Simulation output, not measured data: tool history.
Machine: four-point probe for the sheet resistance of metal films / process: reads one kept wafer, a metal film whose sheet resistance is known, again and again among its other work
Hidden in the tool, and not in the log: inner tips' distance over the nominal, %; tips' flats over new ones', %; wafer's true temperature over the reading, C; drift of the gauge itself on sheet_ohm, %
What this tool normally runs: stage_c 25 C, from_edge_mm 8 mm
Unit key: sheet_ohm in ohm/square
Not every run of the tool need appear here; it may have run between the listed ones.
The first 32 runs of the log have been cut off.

run	hour	stage_c	from_edge_mm	touches since the probe head was changed	hours of work since the stage's thermometer was calibrated	sheet_ohm
33	2499.2	27	13	145976	1727	4.231915
34	2575	26	26	148820	1778	4.229742
35	2659.2	25	8	151977	1834	4.238423
36	2731.3	25	8	154680	1882	4.239081
37	2795.3	25	33	157081	1925	4.230075
38	2891.5	35	43	160687	1989	4.217387
39	2969.6	35	43	163618	2041	4.219111
40	3065.1	22	14	167197	2105	4.237386
41	3108.3	34	62	168818	2134	4.219331
42	3186.2	18	8	171741	2186	4.248719
43	3256.4	18	8	174374	2233	4.247346
44	3318.9	22	12	176716	2275	4.238215
45	3365.6	32	10	178468	2306	4.226257
46	3455.1	32	10	181824	2366	4.227889

Forecast each of these 3 alternatives for the next run:
A	3499.8	26	35	183502	2396	?
B	3499.8	25	10	183502	2396	?
C	3499.8	28	50	183502	2396	?

run	sheet_ohm
A	4.22908
B	4.235555
C	4.226584
The same runs, with their run-to-run variation unchanged, on a tool lacking any hidden condition would have given:
run	sheet_ohm
A	4.229178
B	4.235655
C	4.226679
